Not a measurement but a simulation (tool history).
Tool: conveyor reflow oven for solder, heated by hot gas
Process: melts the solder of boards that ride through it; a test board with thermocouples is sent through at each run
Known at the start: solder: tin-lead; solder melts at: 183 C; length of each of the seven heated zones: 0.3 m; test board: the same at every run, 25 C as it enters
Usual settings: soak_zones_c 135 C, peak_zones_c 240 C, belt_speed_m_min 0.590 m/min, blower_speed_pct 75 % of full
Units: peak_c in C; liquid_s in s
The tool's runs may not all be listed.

| run | hour | soak_zones_c | peak_zones_c | belt_speed_m_min | blower_speed_pct | peak_c | liquid_s |
|---|---|---|---|---|---|---|---|
| 1 | 0.0 | 135 | 240 | 0.590 | 75 | 217.6 | 44.5 |
| 2 | 23.0 | 135 | 240 | 0.590 | 75 | 217.2 | 44.2 |
| 3 | 44.8 | 135 | 240 | 0.590 | 75 | 217.5 | 44.4 |
| 4 | 81.3 | 135 | 236 | 0.590 | 75 | 214.5 | 42.1 |
|  | 89.2 | thermocouples of zones 6 and 7 changed |
| 5 | 114.6 | 135 | 236 | 0.590 | 75 | 214.5 | 42.3 |
| 6 | 135.1 | 135 | 236 | 0.514 | 75 | 219.1 | 52.8 |
| 7 | 159.3 | 135 | 236 | 0.514 | 75 | 219.3 | 52.7 |
| 8 | 192.2 | 135 | 236 | 0.514 | 75 | 218.9 | 52.9 |
| 9 | 227.6 | 135 | 236 | 0.514 | 75 | 219.3 | 52.8 |
|  | 256.0 | flux residue cleaned out of gas plates and filters |
| 10 | 258.8 | 135 | 236 | 0.514 | 75 | 219.1 | 52.8 |
| 11 | 276.0 | 135 | 236 | 0.514 | 75 | 218.9 | 53.1 |
| 12 | 303.1 | 135 | 236 | 0.514 | 52 | 213.6 | 47.7 |
| 13 | 329.3 | 135 | 236 | 0.514 | 52 | 213.5 | 47.9 |
| 14 | 354.8 | 135 | 236 | 0.514 | 52 | 213.4 | 47.5 |
| 15 | 373.0 | 135 | 236 | 0.514 | 52 | 213.5 | 47.7 |
| 16 | 406.2 | 136 | 234 | 0.549 | 72 | 214.4 | 46.4 |
| 17 | 427.2 | 136 | 234 | 0.549 | 72 | 214.8 | 46.3 |
| 18 | 445.4 | 136 | 234 | 0.549 | 72 | 214.7 | 46.3 |
| 19 | 474.4 | 135 | 253 | 0.550 | 75 | 231.1 | 55.8 |
| 20 | 511.7 | 135 | 248 | 0.550 | 76 | 227.6 | 53.5 |
| 21 | 533.5 | 135 | 248 | 0.550 | 76 | 227.1 | 53.9 |
| 22 | 549.1 | 145 | 240 | 0.553 | 52 | 216.6 | 49.3 |
| 23 | 581.2 | 135 | 240 | 0.575 | 75 | 218.5 | 46.2 |
| 24 | 615.2 | 138 | 242 | 0.582 | 88 | 222.9 | 49.3 |
| 25 | 636.9 | 148 | 242 | 0.509 | 67 | 225.3 | 61.3 |
| 26 | 660.7 | 135 | 244 | 0.590 | 53 | 214.2 | 41.6 |

4 ways to go on from here, each from the tool as it stands after run 26. What would each give?
|  | 686.8 | flux residue cleaned out of gas plates and filters |
| A | 688.6 | 149 | 244 | 0.590 | 53 | ? | ? |
|  | 686.8 | flux residue cleaned out of gas plates and filters |
| B | 688.6 | 135 | 244 | 0.590 | 63 | ? | ? |
|  | 686.8 | flux residue cleaned out of gas plates and filters |
| C | 688.6 | 135 | 233 | 0.692 | 68 | ? | ? |
|  | 686.8 | flux residue cleaned out of gas plates and filters |
| D | 688.6 | 147 | 240 | 0.590 | 75 | ? | ? |

| run | peak_c | liquid_s |
|---|---|---|
| A | 218.2 | 48.4 |
| B | 217.9 | 44.1 |
| C | 203.9 | 27.5 |
| D | 220.3 | 49.5 |
Without the tool's hidden state the same runs would have given:
| run | peak_c | liquid_s |
|---|---|---|
| A | 218.2 | 48.4 |
| B | 217.9 | 44.1 |
| C | 203.9 | 27.5 |
| D | 220.3 | 49.5 |
